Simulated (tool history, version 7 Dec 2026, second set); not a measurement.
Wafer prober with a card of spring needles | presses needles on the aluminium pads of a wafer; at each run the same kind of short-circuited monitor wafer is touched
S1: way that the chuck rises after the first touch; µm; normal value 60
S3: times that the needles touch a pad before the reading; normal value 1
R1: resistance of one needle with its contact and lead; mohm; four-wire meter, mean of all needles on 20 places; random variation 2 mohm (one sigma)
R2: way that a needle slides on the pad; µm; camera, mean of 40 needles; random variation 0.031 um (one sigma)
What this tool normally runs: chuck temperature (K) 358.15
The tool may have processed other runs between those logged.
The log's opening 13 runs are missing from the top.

-- hour=696.1 tips cleaned on abrasive film
-- hour=722.1 height of the first contact set anew
run 14 hour=729.7 | S1=60 chuck_temperature_(K)=358.15 S3=1 | R1=300 R2=7.17
-- hour=744.8 tips cleaned on abrasive film
run 15 hour=776.2 | S1=60 chuck_temperature_(K)=358.15 S3=1 | R1=304 R2=7.14
-- hour=793.3 tips cleaned on abrasive film
run 16 hour=828 | S1=60 chuck_temperature_(K)=307.15 S3=1 | R1=296 R2=7.13
-- hour=846.2 tips cleaned on abrasive film
run 17 hour=867.1 | S1=60 chuck_temperature_(K)=327.15 S3=1 | R1=282 R2=7.11
-- hour=898.3 tips cleaned on abrasive film
run 18 hour=913.8 | S1=60 chuck_temperature_(K)=331.15 S3=1 | R1=274 R2=7.09
-- hour=949.9 tips cleaned on abrasive film
run 19 hour=991.3 | S1=60 chuck_temperature_(K)=331.15 S3=1 | R1=316 R2=7.08
-- hour=1000.1 tips cleaned on abrasive film
-- hour=1053.1 tips cleaned on abrasive film
run 20 hour=1064.2 | S1=67 chuck_temperature_(K)=358.15 S3=2 | R1=245 R2=7.96
-- hour=1104.7 tips cleaned on abrasive film
-- hour=1114.8 height of the first contact set anew, once more
run 21 hour=1130.9 | S1=45 chuck_temperature_(K)=327.15 S3=2 | R1=290 R2=5.64
-- hour=1157 tips cleaned on abrasive film
run 22 hour=1195.5 | S1=45 chuck_temperature_(K)=327.15 S3=2 | R1=309 R2=5.66
-- hour=1208.4 tips cleaned on abrasive film
run 23 hour=1246.5 | S1=45 chuck_temperature_(K)=327.15 S3=2 | R1=304 R2=5.58
-- hour=1263.1 tips cleaned on abrasive film
run 24 hour=1301.6 | S1=75 chuck_temperature_(K)=357.15 S3=1 | R1=278 R2=9.29
-- hour=1318.2 tips cleaned on abrasive film
run 25 hour=1337.1 | S1=75 chuck_temperature_(K)=357.15 S3=1 | R1=264 R2=9.34
-- hour=1368.9 tips cleaned on abrasive film
run 26 hour=1385 | S1=62 chuck_temperature_(K)=337.15 S3=1 | R1=265 R2=7.63
-- hour=1418.6 tips cleaned on abrasive film
run 27 hour=1427.5 | S1=62 chuck_temperature_(K)=337.15 S3=1 | R1=257 R2=7.6
-- hour=1469.8 tips cleaned on abrasive film
run 28 hour=1484.5 | S1=46 chuck_temperature_(K)=358.15 S3=2 | R1=273 R2=5.64
-- hour=1520.2 tips cleaned on abrasive film
run 29 hour=1544.1 | S1=42 chuck_temperature_(K)=369.15 S3=1 | R1=354 R2=5.14
-- hour=1569.3 tips cleaned on abrasive film
run 30 hour=1596.2 | S1=64 chuck_temperature_(K)=382.15 S3=1 | R1=286 R2=7.88
-- hour=1619.8 tips cleaned on abrasive film
run 31 hour=1643.2 | S1=64 chuck_temperature_(K)=382.15 S3=1 | R1=289 R2=7.87
-- hour=1670.3 tips cleaned on abrasive film
run 32 hour=1682.5 | S1=64 chuck_temperature_(K)=382.15 S3=1 | R1=269 R2=7.81
-- hour=1720.8 tips cleaned on abrasive film
run 33 hour=1759.2 | S1=67 chuck_temperature_(K)=376.15 S3=2 | R1=271 R2=8.17

Branching from run 33: 3 alternative next runs. What would each branch give?
-- hour=1769.7 tips cleaned on abrasive film
-- hour=1822.5 tips cleaned on abrasive film
run A hour=1827 | S1=47 chuck_temperature_(K)=347.15 S3=3 | R1=? R2=?
-- hour=1769.7 tips cleaned on abrasive film
-- hour=1822.5 tips cleaned on abrasive film
run B hour=1827 | S1=60 chuck_temperature_(K)=348.15 S3=2 | R1=? R2=?
-- hour=1769.7 tips cleaned on abrasive film
-- hour=1822.5 tips cleaned on abrasive film
run C hour=1827 | S1=46 chuck_temperature_(K)=335.15 S3=1 | R1=? R2=?

run=A R1=243 R2=5.71
run=B R1=244 R2=7.31
run=C R1=270 R2=5.6
Stripped of hidden state, with their random variation kept, the same runs would have yielded:
run=A R1=224 R2=5.89
run=B R1=225 R2=7.49
run=C R1=221 R2=5.78
